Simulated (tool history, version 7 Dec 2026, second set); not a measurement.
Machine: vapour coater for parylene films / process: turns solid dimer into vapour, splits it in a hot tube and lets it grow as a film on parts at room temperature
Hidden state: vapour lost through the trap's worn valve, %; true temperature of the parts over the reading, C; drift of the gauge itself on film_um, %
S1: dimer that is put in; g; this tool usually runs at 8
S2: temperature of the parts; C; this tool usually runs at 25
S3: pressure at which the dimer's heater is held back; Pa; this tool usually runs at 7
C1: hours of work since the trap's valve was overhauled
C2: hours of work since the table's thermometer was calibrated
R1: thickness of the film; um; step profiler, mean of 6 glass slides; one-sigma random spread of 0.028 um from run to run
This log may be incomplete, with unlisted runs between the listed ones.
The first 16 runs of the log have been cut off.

run,hour,S1,S2,S3,C1,C2,R1
17,269.6,8,25,3.36,158,610,4.35
18,290.7,8,25,7,171,622,4.05
19,307.2,5,25,3.83,180,632,2.66
20,326.6,5,25,3.83,192,644,2.65
21,346.3,10,18,5.39,203,655,5.97
22,360.5,10,18,2.89,212,663,6.2
23,376.4,10,18,2.89,221,673,6.23
24,396.5,5,19,7.55,233,685,2.77
25,409.4,8,25,6.15,240,692,3.96
26,420.3,8,25,6.15,247,698,4
# hour 431.6: trap's valve overhauled
27,434.8,8,25,6.15,2,705,4.39
28,447.9,8,25,6.15,10,712,4.38
29,470.1,8,25,8.67,23,725,4.21
30,492.6,11,23,6.46,36,739,6.12
31,506.6,12,24,4.4,44,747,6.82
32,524.2,12,24,4.4,54,757,6.76
33,544.2,12,24,4.4,66,769,6.76
34,567,8,24,3.33,79,782,4.58
35,583.1,5,24,3.33,89,792,2.88

Forecast each of these 5 alternatives for the next run:
A,593.9,3,30,5.93,95,798,?
B,593.9,8,25,5.13,95,798,?
C,593.9,9,33,4.74,95,798,?
D,593.9,6,19,6.81,95,798,?
E,593.9,5,24,3.33,95,798,?

run,R1
A,1.42
B,4.28
C,4.18
D,3.5
E,2.86
Without the tool's hidden state the same runs would have given:
run,R1
A,1.48
B,4.45
C,4.35
D,3.64
E,2.98

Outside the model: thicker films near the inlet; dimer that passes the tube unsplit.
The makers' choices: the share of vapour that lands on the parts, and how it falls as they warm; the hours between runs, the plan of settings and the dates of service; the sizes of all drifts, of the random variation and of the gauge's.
